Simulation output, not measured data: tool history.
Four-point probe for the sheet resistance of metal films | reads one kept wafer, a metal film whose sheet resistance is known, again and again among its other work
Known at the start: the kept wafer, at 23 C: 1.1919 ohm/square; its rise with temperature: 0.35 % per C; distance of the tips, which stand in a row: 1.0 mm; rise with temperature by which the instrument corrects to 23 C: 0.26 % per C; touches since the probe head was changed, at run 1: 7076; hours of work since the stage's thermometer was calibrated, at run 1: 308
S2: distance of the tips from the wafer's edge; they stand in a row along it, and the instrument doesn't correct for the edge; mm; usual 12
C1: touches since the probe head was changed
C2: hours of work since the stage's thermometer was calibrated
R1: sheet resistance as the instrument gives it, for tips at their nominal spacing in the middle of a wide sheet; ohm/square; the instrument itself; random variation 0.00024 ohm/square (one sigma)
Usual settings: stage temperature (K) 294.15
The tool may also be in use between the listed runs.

run 1 hour=0 | stage_temperature_(K)=294.15 S2=12 | C1=7076 C2=308 | R1=1.197533
run 2 hour=18.7 | stage_temperature_(K)=305.15 S2=12 | C1=7547 C2=322 | R1=1.210133
run 3 hour=36.4 | stage_temperature_(K)=294.15 S2=12 | C1=7994 C2=335 | R1=1.19778
run 4 hour=48.8 | stage_temperature_(K)=294.15 S2=12 | C1=8306 C2=344 | R1=1.197642
run 5 hour=68.9 | stage_temperature_(K)=294.15 S2=12 | C1=8813 C2=359 | R1=1.197428
run 6 hour=89.7 | stage_temperature_(K)=294.15 S2=12 | C1=9336 C2=375 | R1=1.197152
run 7 hour=106.5 | stage_temperature_(K)=292.15 S2=12 | C1=9759 C2=387 | R1=1.194914
run 8 hour=121.2 | stage_temperature_(K)=294.15 S2=3 | C1=10130 C2=398 | R1=1.259665
run 9 hour=140.6 | stage_temperature_(K)=294.15 S2=12 | C1=10618 C2=413 | R1=1.197115
run 10 hour=157.3 | stage_temperature_(K)=294.15 S2=12 | C1=11039 C2=425 | R1=1.197276
run 11 hour=167.8 | stage_temperature_(K)=294.15 S2=12 | C1=11303 C2=433 | R1=1.197179
run 12 hour=177.3 | stage_temperature_(K)=294.15 S2=12 | C1=11544 C2=440 | R1=1.196342
run 13 hour=198.6 | stage_temperature_(K)=294.15 S2=12 | C1=12081 C2=456 | R1=1.19705
run 14 hour=220.5 | stage_temperature_(K)=294.15 S2=4 | C1=12631 C2=472 | R1=1.231816
run 15 hour=236.8 | stage_temperature_(K)=294.15 S2=12 | C1=13042 C2=484 | R1=1.19689
run 16 hour=246.7 | stage_temperature_(K)=294.15 S2=12 | C1=13293 C2=492 | R1=1.197082
run 17 hour=260.1 | stage_temperature_(K)=294.15 S2=12 | C1=13629 C2=501 | R1=1.197149
run 18 hour=278.6 | stage_temperature_(K)=294.15 S2=12 | C1=14095 C2=515 | R1=1.196739
run 19 hour=291.2 | stage_temperature_(K)=292.15 S2=12 | C1=14413 C2=525 | R1=1.194001
run 20 hour=311.3 | stage_temperature_(K)=292.15 S2=12 | C1=14919 C2=540 | R1=1.194549
run 21 hour=322 | stage_temperature_(K)=292.15 S2=12 | C1=15189 C2=548 | R1=1.194664
-- hour=324.3 stage's thermometer calibrated
run 22 hour=335.9 | stage_temperature_(K)=294.15 S2=9 | C1=15527 C2=9 | R1=1.19993
run 23 hour=359.1 | stage_temperature_(K)=291.15 S2=20 | C1=16112 C2=26 | R1=1.189938
run 24 hour=375.5 | stage_temperature_(K)=299.15 S2=13 | C1=16523 C2=38 | R1=1.201734
-- hour=393.2 stage's thermometer calibrated, once more
run 25 hour=397.4 | stage_temperature_(K)=299.15 S2=13 | C1=17064 C2=3 | R1=1.202687
run 26 hour=408.2 | stage_temperature_(K)=297.15 S2=5 | C1=17334 C2=11 | R1=1.222086
run 27 hour=426.3 | stage_temperature_(K)=295.15 S2=6 | C1=17792 C2=25 | R1=1.211431
run 28 hour=449.7 | stage_temperature_(K)=299.15 S2=12 | C1=18380 C2=42 | R1=1.203082
run 29 hour=466.2 | stage_temperature_(K)=300.15 S2=16 | C1=18796 C2=54 | R1=1.202308
run 30 hour=480.6 | stage_temperature_(K)=297.15 S2=9 | C1=19160 C2=65 | R1=1.204121
run 31 hour=503.3 | stage_temperature_(K)=294.15 S2=6 | C1=19731 C2=82 | R1=1.210738
run 32 hour=522.6 | stage_temperature_(K)=297.15 S2=6 | C1=20217 C2=96 | R1=1.213951
run 33 hour=533.3 | stage_temperature_(K)=303.15 S2=3 | C1=20488 C2=104 | R1=1.270751
run 34 hour=553.6 | stage_temperature_(K)=291.15 S2=5 | C1=20999 C2=119 | R1=1.214762
run 35 hour=573 | stage_temperature_(K)=298.15 S2=15 | C1=21488 C2=134 | R1=1.200342
run 36 hour=595.8 | stage_temperature_(K)=294.15 S2=5 | C1=22063 C2=151 | R1=1.21743
run 37 hour=610.9 | stage_temperature_(K)=296.15 S2=12 | C1=22443 C2=162 | R1=1.199614
run 38 hour=624.2 | stage_temperature_(K)=291.15 S2=3 | C1=22778 C2=172 | R1=1.255622
run 39 hour=638 | stage_temperature_(K)=291.15 S2=3 | C1=23125 C2=182 | R1=1.255523
run 40 hour=652.9 | stage_temperature_(K)=296.15 S2=25 | C1=23500 C2=193 | R1=1.195717
run 41 hour=673.2 | stage_temperature_(K)=302.15 S2=9 | C1=24011 C2=208 | R1=1.20973
run 42 hour=695.6 | stage_temperature_(K)=294.15 S2=5 | C1=24578 C2=225 | R1=1.217258
run 43 hour=711.3 | stage_temperature_(K)=292.15 S2=18 | C1=24973 C2=237 | R1=1.19218
run 44 hour=721.4 | stage_temperature_(K)=301.15 S2=18 | C1=25226 C2=244 | R1=1.202603

Some steps in R1 between neighbouring runs. How much of each would the tool show without its hidden state too (settings, what came in, random variation), and how much is left for the hidden state, with any gauge scatter that isn't in both results?
The hidden state here: inner tips' distance over the nominal, %; tips' flats over new ones', %; wafer's true temperature over the reading, C; drift of the gauge itself on sheet_ohm, %.
Run 7 -> 8: stage temperature (K) 292.15 -> 294.15, S2 12 -> 3. R1 +0.064751 ohm/square: hidden state +0.000135, all else +0.064616.
Run 8 -> 9: S2 3 -> 12. R1 -0.06255 ohm/square: hidden state -0.000195, all else -0.062355.
Run 21 -> 22: stage temperature (K) 292.15 -> 294.15, S2 12 -> 9, stage's thermometer calibrated. R1 +0.005266 ohm/square: hidden state -0.000382, all else +0.005648.
Run 24 -> 25: stage's thermometer calibrated, once more. R1 +0.000953 ohm/square: hidden state +0.001033, all else -0.00008.
Run 39 -> 40: stage temperature (K) 291.15 -> 296.15, S2 3 -> 25. R1 -0.059806 ohm/square: hidden state -0.000154, all else -0.059652.
